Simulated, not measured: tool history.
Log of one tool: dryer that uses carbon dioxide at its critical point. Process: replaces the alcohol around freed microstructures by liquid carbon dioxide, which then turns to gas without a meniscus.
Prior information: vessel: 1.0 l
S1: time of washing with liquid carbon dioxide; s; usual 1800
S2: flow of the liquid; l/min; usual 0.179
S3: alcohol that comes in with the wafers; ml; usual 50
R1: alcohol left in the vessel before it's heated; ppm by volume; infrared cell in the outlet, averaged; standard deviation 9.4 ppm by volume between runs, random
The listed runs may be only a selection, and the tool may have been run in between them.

{"run": 1, "day": 0.0, "S1": 1800, "S2": 0.179, "S3": 50, "R1": 670}
{"run": 2, "day": 0.904, "S1": 1800, "S2": 0.179, "S3": 50, "R1": 680}
{"run": 3, "day": 2.208, "S1": 1800, "S2": 0.179, "S3": 50, "R1": 713}
{"run": 4, "day": 3.342, "S1": 1800, "S2": 0.179, "S3": 50, "R1": 748}
{"run": 5, "day": 4.196, "S1": 1800, "S2": 0.117, "S3": 50, "R1": 3053}
{"run": 6, "day": 5.642, "S1": 1800, "S2": 0.179, "S3": 39, "R1": 648}
{"run": 7, "day": 6.467, "S1": 1800, "S2": 0.179, "S3": 39, "R1": 650}
{"run": 8, "day": 7.95, "S1": 2160, "S2": 0.11, "S3": 70, "R1": 3301}
{"run": 9, "day": 9.025, "S1": 1200, "S2": 0.179, "S3": 29, "R1": 1841}
{"run": 10, "day": 10.25, "S1": 1920, "S2": 0.212, "S3": 50, "R1": 395}
{"run": 11, "day": 11.321, "S1": 1920, "S2": 0.212, "S3": 39, "R1": 337}

Alternative continuations, all from the tool just after run 11; predict every row:
{"run": "A", "day": 12.25, "S1": 1680, "S2": 0.257, "S3": 50, "R1": "?"}
{"run": "B", "day": 12.25, "S1": 1800, "S2": 0.227, "S3": 50, "R1": "?"}
{"run": "C", "day": 12.25, "S1": 1800, "S2": 0.134, "S3": 50, "R1": "?"}
{"run": "D", "day": 12.25, "S1": 1380, "S2": 0.179, "S3": 71, "R1": "?"}
{"run": "E", "day": 12.25, "S1": 1440, "S2": 0.112, "S3": 89, "R1": "?"}

run=A R1=345
run=B R1=413
run=C R1=2523
run=D R1=3292
run=E R1=11682
Take away the tool's hidden state, keep each run's random variation, and the runs would have read:
run=A R1=116
run=B R1=159
run=C R1=1684
run=D R1=2200
run=E R1=9127
